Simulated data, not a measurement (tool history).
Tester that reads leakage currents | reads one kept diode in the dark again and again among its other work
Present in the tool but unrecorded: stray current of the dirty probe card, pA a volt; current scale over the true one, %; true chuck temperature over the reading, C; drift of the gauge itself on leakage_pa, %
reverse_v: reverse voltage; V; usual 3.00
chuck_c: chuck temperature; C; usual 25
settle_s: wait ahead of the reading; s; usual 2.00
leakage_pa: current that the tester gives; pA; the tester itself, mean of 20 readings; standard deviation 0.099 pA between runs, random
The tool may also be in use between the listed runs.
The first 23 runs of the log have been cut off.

run    hour  reverse_v  chuck_c  settle_s  hours of work since the probe card was cleaned  hours of work since the tester was calibrated  hours of work since the chuck was calibrated  leakage_pa
 24   815.9       3.00       25      0.85                                            1460                                            909                                           423       29.11
 25   857.1       8.87       27      6.50                                            1478                                            927                                           441       58.82
 26   886.7      11.25       38      2.00                                            1491                                            940                                           454      154.15
 27   916.4       2.34       53      4.81                                            1504                                            953                                           467      189.12
 28   953.3       3.00       27      2.00                                            1521                                            970                                           484       33.24
 29   980.0       1.52       29      6.29                                            1532                                            981                                           495       26.73
 30  1003.4       3.53       48      1.46                                            1543                                            992                                           506      169.12
 31  1042.0      13.60       48      2.48                                            1560                                           1009                                           523      344.18
 32  1083.8      19.04       26      2.67                                            1578                                           1027                                           541       83.45
 33  1117.4      15.91       30      8.23                                            1593                                           1042                                           556      101.36
 34  1146.6      15.91       30      8.23                                            1606                                           1055                                           569      101.64
 35  1186.1       2.15       30      8.23                                            1623                                           1072                                           586       34.72
 36  1216.3       3.00       55      1.11                                            1636                                           1086                                           599      247.68
 37  1256.3       1.79       23      2.00                                            1654                                           1103                                           617       18.39
 38  1294.2      11.22       26      0.54                                            1671                                           1120                                           634       67.62
 39  1323.4      11.62       39      4.40                                            1684                                           1133                                           647      168.11

Here are 4 independent what-if runs from the current tool condition. What would each one return?
     1330.8  -- probe card cleaned and baked
  A  1358.2      13.37       57      9.42                                              12                                           1147                                           661           ?
     1330.8  -- probe card cleaned and baked
  B  1358.2       5.30       51      4.40                                              12                                           1147                                           661           ?
     1330.8  -- probe card cleaned and baked
  C  1358.2       4.93       52      6.51                                              12                                           1147                                           661           ?
     1330.8  -- probe card cleaned and baked
  D  1358.2       3.00       25      0.61                                              12                                           1147                                           661           ?

run  leakage_pa
  A      624.05
  B      256.46
  C      262.91
  D       29.39
Without the tool's unlogged condition, the same runs would have read:
run  leakage_pa
  A      623.96
  B      256.42
  C      262.87
  D       29.38
